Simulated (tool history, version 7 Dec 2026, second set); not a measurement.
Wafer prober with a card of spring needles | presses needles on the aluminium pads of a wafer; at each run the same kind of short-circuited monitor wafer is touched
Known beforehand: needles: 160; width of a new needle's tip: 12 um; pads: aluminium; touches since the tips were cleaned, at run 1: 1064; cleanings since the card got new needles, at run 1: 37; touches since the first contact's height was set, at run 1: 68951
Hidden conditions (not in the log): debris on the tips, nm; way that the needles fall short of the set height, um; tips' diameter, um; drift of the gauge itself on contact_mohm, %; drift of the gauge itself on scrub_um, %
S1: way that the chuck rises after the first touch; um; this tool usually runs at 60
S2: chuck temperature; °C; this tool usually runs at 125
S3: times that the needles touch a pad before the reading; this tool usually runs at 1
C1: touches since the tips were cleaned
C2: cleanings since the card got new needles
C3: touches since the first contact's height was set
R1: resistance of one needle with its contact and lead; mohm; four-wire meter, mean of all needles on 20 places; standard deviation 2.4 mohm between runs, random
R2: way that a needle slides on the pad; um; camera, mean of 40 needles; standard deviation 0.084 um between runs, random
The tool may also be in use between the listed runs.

run,hour,S1,S2,S3,C1,C2,C3,R1,R2
1,0,60,125,1,1064,37,68951,307,12.78
# hour 2.1: tips cleaned on abrasive film
# hour 6.3: tips cleaned on abrasive film
# hour 11.5: tips cleaned on abrasive film
# hour 15.7: tips cleaned on abrasive film
# hour 19.9: tips cleaned on abrasive film
# hour 25.1: tips cleaned on abrasive film
# hour 30.3: tips cleaned on abrasive film
# hour 35.5: tips cleaned on abrasive film
# hour 40.4: tips cleaned on abrasive film
2,40.4,60,125,1,0,46,84943,276,12.63
# hour 44.5: tips cleaned on abrasive film
# hour 48.7: tips cleaned on abrasive film
# hour 53.9: tips cleaned on abrasive film
# hour 58.1: tips cleaned on abrasive film
# hour 62.3: tips cleaned on abrasive film
# hour 66.5: tips cleaned on abrasive film
# hour 71.7: tips cleaned on abrasive film
# hour 76.9: tips cleaned on abrasive film
# hour 81.1: tips cleaned on abrasive film
# hour 85.3: tips cleaned on abrasive film
# hour 90.5: tips cleaned on abrasive film
# hour 95.7: tips cleaned on abrasive film
# hour 99.9: tips cleaned on abrasive film
3,101.9,60,125,1,823,59,109348,309,12.38
# hour 105: tips cleaned on abrasive film
# hour 109.2: tips cleaned on abrasive film
# hour 113.4: tips cleaned on abrasive film
# hour 117.6: tips cleaned on abrasive film
# hour 122.8: tips cleaned on abrasive film
# hour 127: tips cleaned on abrasive film
# hour 132.2: tips cleaned on abrasive film
# hour 137.4: tips cleaned on abrasive film
# hour 141.6: tips cleaned on abrasive film
4,144.5,60,125,1,1186,68,126255,308,12.24
# hour 146.6: tips cleaned on abrasive film
# hour 150: height of the first contact set anew
# hour 152.1: tips cleaned on abrasive film
# hour 156.3: tips cleaned on abrasive film
# hour 160.5: tips cleaned on abrasive film
# hour 165.7: tips cleaned on abrasive film
# hour 169.9: tips cleaned on abrasive film
5,173.5,60,125,2,1438,74,9298,300,13.73
# hour 174.6: tips cleaned on abrasive film
# hour 178.8: tips cleaned on abrasive film
# hour 182.9: tips cleaned on abrasive film
# hour 188.1: tips cleaned on abrasive film
# hour 193.3: tips cleaned on abrasive film
# hour 197.5: tips cleaned on abrasive film
# hour 201.7: tips cleaned on abrasive film
# hour 206.5: tips cleaned on abrasive film
6,206.5,60,125,2,0,82,22387,274,13.41
# hour 211.8: tips cleaned on abrasive film
# hour 215.9: tips cleaned on abrasive film
# hour 221.1: tips cleaned on abrasive film
# hour 225.3: tips cleaned on abrasive film
# hour 230.5: tips cleaned on abrasive film
7,233,60,64,1,1007,87,32909,298,13.3
# hour 235.2: tips cleaned on abrasive film
# hour 240.4: tips cleaned on abrasive film
# hour 245.6: tips cleaned on abrasive film
# hour 249.8: tips cleaned on abrasive film
# hour 253.9: tips cleaned on abrasive film
# hour 259.1: tips cleaned on abrasive film
# hour 264.3: tips cleaned on abrasive film
# hour 269.5: tips cleaned on abrasive film
8,271.5,48,125,1,806,95,48196,320,10.43
# hour 274.7: tips cleaned on abrasive film
# hour 279.9: tips cleaned on abrasive film
# hour 284.1: tips cleaned on abrasive film
# hour 288.3: tips cleaned on abrasive film
# hour 292.5: tips cleaned on abrasive film
# hour 296.6: tips cleaned on abrasive film
# hour 301.8: tips cleaned on abrasive film
# hour 306: tips cleaned on abrasive film
# hour 311.2: tips cleaned on abrasive film
# hour 315.4: tips cleaned on abrasive film
# hour 319.6: tips cleaned on abrasive film
# hour 323.8: tips cleaned on abrasive film
9,327.8,48,125,1,1613,107,70494,356,9.99
# hour 328.9: tips cleaned on abrasive film
# hour 333.1: tips cleaned on abrasive film
# hour 337.2: tips cleaned on abrasive film
# hour 342.4: tips cleaned on abrasive film
# hour 347.7: tips cleaned on abrasive film
# hour 352.9: tips cleaned on abrasive film
# hour 357: tips cleaned on abrasive film
# hour 361.2: tips cleaned on abrasive film
# hour 365.4: tips cleaned on abrasive film
# hour 370.6: tips cleaned on abrasive film
10,372.7,60,125,1,827,117,88282,313,12.69
# hour 375.8: tips cleaned on abrasive film
# hour 380: tips cleaned on abrasive film
# hour 385.2: tips cleaned on abrasive film
# hour 390.4: tips cleaned on abrasive film
# hour 394.6: tips cleaned on abrasive film
# hour 399.8: tips cleaned on abrasive film
# hour 405: tips cleaned on abrasive film
# hour 410.2: tips cleaned on abrasive film
# hour 415.4: tips cleaned on abrasive film
# hour 420.6: tips cleaned on abrasive film
11,421.1,60,125,1,191,127,107503,291,12.51
# hour 425.3: tips cleaned on abrasive film
# hour 429.4: tips cleaned on abrasive film
# hour 433.6: tips cleaned on abrasive film
# hour 437.8: tips cleaned on abrasive film
# hour 443: tips cleaned on abrasive film
# hour 448.2: tips cleaned on abrasive film
# hour 452.4: tips cleaned on abrasive film
# hour 457.6: tips cleaned on abrasive film
# hour 461.8: tips cleaned on abrasive film
# hour 466: tips cleaned on abrasive film
# hour 470.2: tips cleaned on abrasive film
12,470.9,51,125,3,311,138,127257,291,10.22
# hour 474.3: height of the first contact set anew
# hour 475.4: tips cleaned on abrasive film
# hour 479.6: tips cleaned on abrasive film
# hour 484.8: tips cleaned on abrasive film
# hour 490: tips cleaned on abrasive film
# hour 495.2: tips cleaned on abrasive film
# hour 500.4: tips cleaned on abrasive film
# hour 505.6: tips cleaned on abrasive film
13,509.5,60,125,2,1585,145,13997,308,13.62
# hour 510.6: tips cleaned on abrasive film
# hour 515.9: tips cleaned on abrasive film
# hour 520: tips cleaned on abrasive film
# hour 525.2: tips cleaned on abrasive film
# hour 529.4: tips cleaned on abrasive film
# hour 534.6: tips cleaned on abrasive film
# hour 538.8: tips cleaned on abrasive film
# hour 543: tips cleaned on abrasive film
# hour 548.2: tips cleaned on abrasive film
# hour 553.4: tips cleaned on abrasive film
# hour 557.6: tips cleaned on abrasive film
# hour 561.8: tips cleaned on abrasive film
14,562,60,125,2,80,157,34762,283,13.23
# hour 566.2: tips cleaned on abrasive film
# hour 570.3: tips cleaned on abrasive film
# hour 574.5: tips cleaned on abrasive film
# hour 579.7: tips cleaned on abrasive film
# hour 584.9: tips cleaned on abrasive film
# hour 590.1: tips cleaned on abrasive film
# hour 595.3: tips cleaned on abrasive film
# hour 600.5: tips cleaned on abrasive film
# hour 604.7: tips cleaned on abrasive film
# hour 608.9: tips cleaned on abrasive film
15,610.4,42,125,1,608,167,53990,351,8.97

Run 16 is up next; what results do you expect?
# hour 613.6: tips cleaned on abrasive film
# hour 617.8: tips cleaned on abrasive film
# hour 621.9: tips cleaned on abrasive film
# hour 627.1: tips cleaned on abrasive film
# hour 632.4: tips cleaned on abrasive film
# hour 637.6: tips cleaned on abrasive film
# hour 642.8: tips cleaned on abrasive film
# hour 648: tips cleaned on abrasive film
# hour 652.1: tips cleaned on abrasive film
# hour 657.4: tips cleaned on abrasive film
# hour 662.6: tips cleaned on abrasive film
# hour 666.7: tips cleaned on abrasive film
16,667.6,60,47,1,354,179,76685,?,?

For run 16 the tool returned R1 281 mohm, R2 12.81 um.
Minus the tool's unlogged condition, the same run would have read R1 248 mohm, R2 13.66 um.

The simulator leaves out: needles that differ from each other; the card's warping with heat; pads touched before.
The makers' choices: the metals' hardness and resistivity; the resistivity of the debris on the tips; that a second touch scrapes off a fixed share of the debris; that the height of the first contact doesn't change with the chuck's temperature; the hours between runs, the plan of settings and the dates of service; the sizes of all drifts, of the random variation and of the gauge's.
